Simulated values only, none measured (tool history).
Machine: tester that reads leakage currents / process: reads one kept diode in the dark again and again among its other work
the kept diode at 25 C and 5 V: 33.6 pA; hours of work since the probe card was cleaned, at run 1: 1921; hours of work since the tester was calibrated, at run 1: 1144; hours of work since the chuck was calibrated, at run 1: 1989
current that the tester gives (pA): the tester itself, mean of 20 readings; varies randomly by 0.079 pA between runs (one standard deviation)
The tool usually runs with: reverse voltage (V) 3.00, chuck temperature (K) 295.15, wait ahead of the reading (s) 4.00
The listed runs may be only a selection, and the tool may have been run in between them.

run   hour  reverse voltage (V)  chuck temperature (K)  wait ahead of the reading (s)  hours of work since the probe card was cleaned  hours of work since the tester was calibrated  hours of work since the chuck was calibrated  current that the tester gives (pA)
  1    0.0                 3.00                 295.15                           4.00                                            1921                                           1144                                          1989                               29.34
  2   23.4                 3.00                 295.15                           4.00                                            1935                                           1159                                          2003                               29.25
  3   43.0                 3.00                 295.15                           4.00                                            1948                                           1171                                          2016                               29.46
  4   73.3                 3.00                 295.15                           4.00                                            1967                                           1190                                          2035                               29.52
  5  119.9                 3.00                 295.15                           4.00                                            1996                                           1220                                          2064                               29.68
  6  149.4                 3.00                 295.15                           4.00                                            2015                                           1238                                          2082                               29.58
  7  194.1                 3.00                 295.15                           4.00                                            2043                                           1266                                          2111                               29.84
  8  237.9                 3.00                 295.15                           4.00                                            2070                                           1294                                          2138                               29.97
  9  271.9                 3.00                 295.15                           4.00                                            2091                                           1315                                          2159                               30.16
 10  304.4                 3.00                 295.15                           4.00                                            2112                                           1335                                          2180                               30.34
 11  341.6                 3.00                 295.15                           4.00                                            2135                                           1359                                          2203                               30.24
 12  373.2                 3.00                 295.15                           4.00                                            2155                                           1379                                          2223                               30.24
 13  407.3                 3.00                 295.15                           4.00                                            2176                                           1400                                          2244                               30.50
 14  439.5                 3.00                 295.15                           0.65                                            2197                                           1420                                          2265                               31.25
     461.1  -- chuck's temperature calibrated
 15  461.1                 3.00                 295.15                           2.13                                            2209                                           1433                                             0                               26.49
 16  504.3                 3.00                 295.15                           2.13                                            2236                                           1460                                            27                               26.63
 17  528.1                 8.64                 295.15                           2.13                                            2251                                           1475                                            42                               51.90
 18  561.9                 3.00                 295.15                           4.00                                            2272                                           1496                                            63                               26.56
 19  588.8                 3.00                 321.15                           4.00                                            2289                                           1513                                            80                              192.70
 20  626.4                 3.00                 295.15                           4.00                                            2313                                           1536                                           104                               26.79
 21  668.5                 1.75                 316.15                           1.19                                            2339                                           1563                                           130                              102.08
 22  688.7                 2.56                 311.15                           1.45                                            2352                                           1575                                           143                               82.92
     733.4  -- probe card cleaned and baked
 23  733.4                 4.71                 311.15                           1.45                                               0                                           1602                                           169                              101.93
 24  764.9                10.44                 311.15                           1.45                                              20                                           1621                                           189                              146.89
 25  809.8                 1.47                 296.15                           3.82                                              48                                           1649                                           217                               15.91
 26  851.2                10.85                 301.15                           0.39                                              74                                           1676                                           243                               68.09
 27  885.8                 5.45                 301.15                           3.01                                              96                                           1697                                           265                               46.13

What will run 28 give?
 28  908.6                18.82                 311.15                           4.00                                             110                                           1712                                           279                                   ?

current that the tester gives (pA): 195.22
Had the tool carried no hidden state, the very same run would have given current that the tester gives (pA) 195.60.
